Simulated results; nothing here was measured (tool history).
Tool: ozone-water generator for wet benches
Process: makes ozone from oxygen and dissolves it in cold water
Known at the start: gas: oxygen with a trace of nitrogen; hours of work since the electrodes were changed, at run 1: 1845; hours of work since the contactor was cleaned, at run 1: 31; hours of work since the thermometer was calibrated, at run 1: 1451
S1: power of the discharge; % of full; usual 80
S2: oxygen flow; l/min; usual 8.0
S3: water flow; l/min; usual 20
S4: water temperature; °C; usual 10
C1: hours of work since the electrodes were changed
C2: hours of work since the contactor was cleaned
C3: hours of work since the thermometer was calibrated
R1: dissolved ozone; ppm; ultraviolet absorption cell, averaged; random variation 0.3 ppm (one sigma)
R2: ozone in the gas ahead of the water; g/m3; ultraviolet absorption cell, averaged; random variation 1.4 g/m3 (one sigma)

Run 1, hour 0.0: usual settings; C1 1845; C2 31; C3 1451. Result: R1 47.0 ppm, R2 270.1 g/m3.
Run 2, hour 33.8: usual settings; C1 1875; C2 61; C3 1481. Result: R1 47.5 ppm, R2 273.2 g/m3.
Run 3, hour 62.8: usual settings; C1 1901; C2 86; C3 1507. Result: R1 46.9 ppm, R2 270.5 g/m3.
Run 4, hour 116.1: usual settings; C1 1948; C2 133; C3 1554. Result: R1 47.0 ppm, R2 272.5 g/m3.
Run 5, hour 167.0: usual settings; C1 1993; C2 179; C3 1599. Result: R1 46.9 ppm, R2 270.3 g/m3.
Run 6, hour 228.2: usual settings; C1 2047; C2 233; C3 1653. Result: R1 47.1 ppm, R2 272.0 g/m3.
Run 7, hour 273.9: usual settings; C1 2087; C2 273; C3 1693. Result: R1 47.6 ppm, R2 271.6 g/m3.
Run 8, hour 333.2: usual settings; C1 2140; C2 326; C3 1746. Result: R1 46.8 ppm, R2 271.6 g/m3.
Run 9, hour 361.2: usual settings but S4 13 °C; C1 2165; C2 350; C3 1770. Result: R1 44.7 ppm, R2 271.1 g/m3.
Run 10, hour 395.3: usual settings but S4 13 °C; C1 2195; C2 380; C3 1801. Result: R1 44.8 ppm, R2 272.2 g/m3.
Run 11, hour 453.2: usual settings but S4 13 °C; C1 2246; C2 432; C3 1852. Result: R1 44.5 ppm, R2 271.4 g/m3.
Run 12, hour 504.8: usual settings but S3 18 l/min; C1 2292; C2 477; C3 1897. Result: R1 49.8 ppm, R2 271.9 g/m3.
Run 13, hour 559.7: usual settings but S3 15 l/min; C1 2340; C2 526; C3 1946. Result: R1 55.1 ppm, R2 271.6 g/m3.
Run 14, hour 598.9: usual settings but S3 15 l/min; C1 2375; C2 560; C3 1981. Result: R1 55.4 ppm, R2 272.9 g/m3.
Run 15, hour 644.8: usual settings but S3 15 l/min, S4 17 °C; C1 2415; C2 601; C3 2021. Result: R1 47.9 ppm, R2 268.5 g/m3.
Run 16, hour 683.0: usual settings but S3 15 l/min, S4 17 °C; C1 2449; C2 635; C3 2055. Result: R1 48.3 ppm, R2 269.4 g/m3.
Run 17, hour 734.4: usual settings but S2 4.4 l/min, S3 15 l/min, S4 9 °C; C1 2495; C2 680; C3 2100. Result: R1 57.9 ppm, R2 379.6 g/m3.
Run 18, hour 766.6: usual settings but S1 44 % of full, S2 4.4 l/min, S3 14 l/min, S4 17 °C; C1 2523; C2 709; C3 2129. Result: R1 33.3 ppm, R2 236.0 g/m3.
Run 19, hour 805.7: usual settings but S1 97 % of full, S2 4.4 l/min, S3 14 l/min, S4 17 °C; C1 2558; C2 743; C3 2163. Result: R1 62.4 ppm, R2 436.5 g/m3.

Run 20 comes next. What will it give?
Run 20, hour 870.8: usual settings but S1 97 % of full, S2 4.4 l/min, S3 14 l/min, S4 17 °C; C1 2615; C2 801; C3 2221. Result: R1 ?, R2 ?.

R1: 62.9 ppm
R2: 442.2 g/m3
Without the tool's hidden state the same run would have given R1 63.0 ppm, R2 442.9 g/m3.

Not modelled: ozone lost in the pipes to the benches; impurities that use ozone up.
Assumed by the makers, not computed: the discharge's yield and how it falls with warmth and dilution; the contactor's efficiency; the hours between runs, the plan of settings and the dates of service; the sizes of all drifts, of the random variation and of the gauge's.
